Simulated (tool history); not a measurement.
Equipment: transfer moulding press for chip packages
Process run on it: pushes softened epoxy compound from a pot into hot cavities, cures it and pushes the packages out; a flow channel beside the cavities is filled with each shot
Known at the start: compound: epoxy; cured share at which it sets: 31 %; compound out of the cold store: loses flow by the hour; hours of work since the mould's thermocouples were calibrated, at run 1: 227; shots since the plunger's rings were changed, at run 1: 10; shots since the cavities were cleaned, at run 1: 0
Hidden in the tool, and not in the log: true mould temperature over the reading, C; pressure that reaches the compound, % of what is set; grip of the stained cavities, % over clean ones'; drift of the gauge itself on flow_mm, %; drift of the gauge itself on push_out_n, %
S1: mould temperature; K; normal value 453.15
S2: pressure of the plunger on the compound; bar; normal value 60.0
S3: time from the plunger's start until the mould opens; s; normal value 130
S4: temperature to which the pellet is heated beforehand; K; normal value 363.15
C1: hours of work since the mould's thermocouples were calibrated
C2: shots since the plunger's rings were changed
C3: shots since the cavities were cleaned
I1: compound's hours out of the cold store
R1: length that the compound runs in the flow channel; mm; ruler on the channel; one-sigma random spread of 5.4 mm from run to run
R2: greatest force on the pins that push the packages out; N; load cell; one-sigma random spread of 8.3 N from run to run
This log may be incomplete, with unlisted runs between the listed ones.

run,day,S1,S2,S3,S4,C1,C2,C3,I1,R1,R2
1,0.000,453.15,60.0,130,363.15,227,10,0,23.0,578,357
2,1.067,453.15,60.0,130,363.15,240,216,206,14.1,610,594
3,2.621,453.15,60.0,130,363.15,259,515,505,25.0,574,742
4,4.017,453.15,60.0,130,363.15,276,784,774,9.4,618,824
5,5.221,459.15,60.0,130,363.15,291,1017,1007,36.6,517,705
# day 5.433: cavities cleaned with cleaning compound and waxed
6,6.354,459.15,60.0,130,363.15,305,1224,178,35.8,512,826
7,7.075,459.15,60.0,130,363.15,313,1363,317,24.9,548,804
8,8.179,453.15,60.0,130,365.15,327,1575,529,13.9,594,907
9,8.962,453.15,60.0,130,363.15,337,1727,681,24.9,544,872
10,9.771,453.15,60.0,130,363.15,347,1882,836,16.9,582,890
# day 10.800: cavities cleaned with cleaning compound and waxed
11,10.896,453.15,60.0,130,363.15,360,2087,18,24.7,558,408
12,12.479,453.15,60.0,130,353.15,379,2393,324,39.4,505,653
# day 13.767: cavities cleaned with cleaning compound and waxed, once more
13,14.325,453.15,60.0,130,353.15,401,2736,107,22.4,551,527
14,15.175,453.15,60.0,130,363.15,412,2901,272,27.8,536,630
15,16.079,453.15,60.0,130,354.15,423,3075,446,38.5,505,731
16,16.858,453.15,60.0,149,361.15,433,3225,596,16.1,558,711
17,18.254,449.15,60.0,127,361.15,450,3495,866,43.6,485,981
# day 19.242: cavities cleaned with cleaning compound and waxed
18,19.783,449.15,52.7,127,360.15,468,3777,104,27.9,497,620
19,21.558,459.15,52.8,158,369.15,490,4119,446,29.5,465,622
20,22.396,459.15,52.8,158,369.15,501,4281,608,40.5,440,667
21,23.450,459.15,52.8,139,369.15,514,4485,812,20.7,487,709
# day 23.658: mould's thermocouples calibrated
22,24.621,459.15,57.2,146,367.15,12,4694,1021,26.0,491,719
# day 24.812: cavities cleaned with cleaning compound and waxed
23,25.512,448.15,47.3,146,367.15,22,4854,135,23.8,476,581
24,26.779,453.15,61.3,164,368.15,38,5098,379,24.7,513,602
25,27.642,456.15,59.2,130,363.15,48,5265,546,43.7,450,699

Run 26, settings as shown, results not yet in. Your forecast:
26,28.862,456.15,59.2,130,363.15,64,5500,781,25.2,?,?

{"run 26": {"R1": 507, "R2": 725}}
Minus the tool's unlogged condition, the same run would have read R1 572 mm, R2 336 N.

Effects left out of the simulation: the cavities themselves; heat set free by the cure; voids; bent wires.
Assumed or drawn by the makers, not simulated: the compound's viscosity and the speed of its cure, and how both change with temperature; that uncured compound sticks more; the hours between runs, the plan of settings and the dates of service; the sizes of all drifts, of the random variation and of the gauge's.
